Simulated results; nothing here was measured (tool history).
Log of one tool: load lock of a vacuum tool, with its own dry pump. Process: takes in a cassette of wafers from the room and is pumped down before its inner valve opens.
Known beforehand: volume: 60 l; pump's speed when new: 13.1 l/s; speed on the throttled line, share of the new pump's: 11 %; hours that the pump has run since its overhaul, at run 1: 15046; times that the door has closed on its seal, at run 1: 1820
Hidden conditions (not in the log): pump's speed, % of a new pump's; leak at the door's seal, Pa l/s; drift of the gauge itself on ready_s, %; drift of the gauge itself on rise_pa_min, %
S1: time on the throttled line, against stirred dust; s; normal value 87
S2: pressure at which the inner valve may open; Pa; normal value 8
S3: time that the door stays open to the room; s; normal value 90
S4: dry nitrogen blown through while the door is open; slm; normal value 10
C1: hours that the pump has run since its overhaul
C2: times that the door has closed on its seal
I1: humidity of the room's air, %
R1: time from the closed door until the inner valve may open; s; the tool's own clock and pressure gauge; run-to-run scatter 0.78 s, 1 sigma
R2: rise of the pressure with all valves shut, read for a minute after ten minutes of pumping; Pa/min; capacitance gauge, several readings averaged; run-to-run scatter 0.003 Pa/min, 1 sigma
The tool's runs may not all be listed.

| run | day | S1 | S2 | S3 | S4 | C1 | C2 | I1 | R1 | R2 |
|---|---|---|---|---|---|---|---|---|---|---|
| 1 | 0.000 | 87 | 8 | 90 | 10 | 15046 | 1820 | 41.3 | 132.6 | 0.035 |
|  | 4.417 | dry pump taken out, an overhauled one fitted |
| 2 | 12.596 | 87 | 8 | 90 | 10 | 196 | 3053 | 46.9 | 120.3 | 0.043 |
| 3 | 29.504 | 87 | 8 | 90 | 10 | 602 | 4741 | 44.8 | 120.4 | 0.052 |
| 4 | 49.217 | 87 | 8 | 90 | 10 | 1075 | 6709 | 44.7 | 121.8 | 0.061 |
| 5 | 73.525 | 54 | 8 | 90 | 10 | 1659 | 9136 | 45.7 | 91.6 | 0.082 |
| 6 | 96.975 | 167 | 8 | 90 | 10 | 2221 | 11477 | 48.7 | 191.9 | 0.098 |
| 7 | 122.904 | 87 | 8 | 90 | 10 | 2844 | 14065 | 44.6 | 122.1 | 0.123 |
| 8 | 140.933 | 87 | 8 | 90 | 10 | 3276 | 15865 | 46.1 | 122.0 | 0.140 |
| 9 | 155.033 | 87 | 8 | 90 | 10 | 3615 | 17273 | 43.9 | 123.2 | 0.152 |
| 10 | 177.208 | 87 | 8 | 105 | 10 | 4147 | 19487 | 46.1 | 122.5 | 0.181 |
| 11 | 192.896 | 87 | 8 | 90 | 10 | 4523 | 21053 | 48.3 | 124.4 | 0.185 |
| 12 | 216.946 | 87 | 8 | 90 | 10 | 5101 | 23454 | 43.1 | 123.9 | 0.217 |
| 13 | 232.100 | 87 | 15 | 90 | 10 | 5464 | 24967 | 45.6 | 121.2 | 0.243 |
| 14 | 244.271 | 87 | 11 | 90 | 10 | 5756 | 26182 | 44.3 | 123.3 | 0.266 |
| 15 | 260.896 | 87 | 11 | 90 | 10 | 6155 | 27841 | 44.2 | 122.8 | 0.279 |
| 16 | 282.900 | 87 | 11 | 90 | 10 | 6684 | 30038 | 44.1 | 123.2 | 0.312 |
| 17 | 305.750 | 87 | 11 | 90 | 10 | 7232 | 32320 | 44.7 | 122.9 | 0.347 |
| 18 | 328.329 | 87 | 11 | 90 | 10 | 7774 | 34573 | 45.3 | 125.1 | 0.395 |
| 19 | 340.396 | 87 | 8 | 68 | 10 | 8063 | 35778 | 43.5 | 127.0 | 0.408 |
| 20 | 353.754 | 164 | 8 | 90 | 10 | 8384 | 37112 | 43.1 | 192.0 | 0.419 |
| 21 | 372.833 | 164 | 8 | 90 | 10 | 8842 | 39017 | 44.4 | 193.5 | 0.465 |
|  | 380.025 | door's seal changed, seat wiped |
| 22 | 387.558 | 164 | 8 | 90 | 10 | 9194 | 752 | 49.6 | 192.3 | 0.030 |
| 23 | 398.579 | 164 | 14 | 79 | 17 | 9458 | 1851 | 42.4 | 189.6 | 0.030 |
| 24 | 420.104 | 87 | 9 | 90 | 4 | 9975 | 4001 | 46.3 | 126.6 | 0.058 |
| 25 | 435.762 | 87 | 9 | 90 | 4 | 10351 | 5564 | 47.7 | 127.2 | 0.067 |
| 26 | 451.300 | 87 | 9 | 90 | 4 | 10724 | 7115 | 44.4 | 127.4 | 0.074 |
| 27 | 467.162 | 49 | 13 | 142 | 10 | 11104 | 8698 | 47.4 | 93.0 | 0.088 |
| 28 | 488.588 | 49 | 13 | 142 | 10 | 11619 | 10838 | 46.6 | 94.1 | 0.104 |
| 29 | 502.133 | 76 | 13 | 142 | 10 | 11944 | 12190 | 43.5 | 116.1 | 0.109 |
| 30 | 521.133 | 90 | 8 | 39 | 9 | 12400 | 14087 | 44.7 | 132.4 | 0.110 |
| 31 | 544.292 | 90 | 8 | 39 | 9 | 12955 | 16399 | 44.7 | 133.0 | 0.127 |
| 32 | 558.233 | 79 | 8 | 39 | 4 | 13290 | 17790 | 43.9 | 123.6 | 0.150 |
| 33 | 584.367 | 79 | 8 | 150 | 4 | 13917 | 20399 | 43.9 | 124.1 | 0.201 |
| 34 | 596.875 | 170 | 9 | 90 | 5 | 14218 | 21648 | 43.2 | 201.3 | 0.207 |
| 35 | 615.950 | 79 | 13 | 90 | 6 | 14675 | 23553 | 44.0 | 121.5 | 0.229 |
| 36 | 629.412 | 79 | 13 | 90 | 6 | 14998 | 24897 | 47.7 | 121.5 | 0.257 |
|  | 636.679 | dry pump taken out, an overhauled one fitted |
| 37 | 653.921 | 165 | 9 | 90 | 6 | 414 | 27318 | 43.8 | 194.0 | 0.274 |
| 38 | 666.875 | 165 | 9 | 90 | 6 | 725 | 28612 | 44.8 | 190.2 | 0.299 |

Each run again, without the hidden state but with its own random variation kept:
| run | R1 | R2 |
|---|---|---|
| 1 | 121.3 | 0.028 |
| 2 | 120.5 | 0.030 |
| 3 | 120.2 | 0.032 |
| 4 | 121.3 | 0.028 |
| 5 | 90.8 | 0.034 |
| 6 | 191.0 | 0.031 |
| 7 | 120.6 | 0.033 |
| 8 | 120.3 | 0.036 |
| 9 | 121.2 | 0.031 |
| 10 | 120.2 | 0.038 |
| 11 | 121.8 | 0.028 |
| 12 | 120.9 | 0.025 |
| 13 | 118.3 | 0.028 |
| 14 | 120.0 | 0.032 |
| 15 | 119.2 | 0.025 |
| 16 | 119.3 | 0.030 |
| 17 | 118.6 | 0.030 |
| 18 | 120.4 | 0.033 |
| 19 | 121.8 | 0.030 |
| 20 | 188.0 | 0.024 |
| 21 | 189.2 | 0.034 |
| 22 | 187.8 | 0.026 |
| 23 | 185.5 | 0.023 |
| 24 | 120.1 | 0.040 |
| 25 | 120.4 | 0.041 |
| 26 | 120.3 | 0.039 |
| 27 | 85.0 | 0.043 |
| 28 | 85.6 | 0.041 |
| 29 | 108.1 | 0.037 |
| 30 | 123.7 | 0.020 |
| 31 | 123.9 | 0.017 |
| 32 | 113.7 | 0.024 |
| 33 | 113.5 | 0.044 |
| 34 | 193.7 | 0.039 |
| 35 | 111.2 | 0.035 |
| 36 | 110.7 | 0.042 |
| 37 | 193.8 | 0.031 |
| 38 | 189.9 | 0.038 |
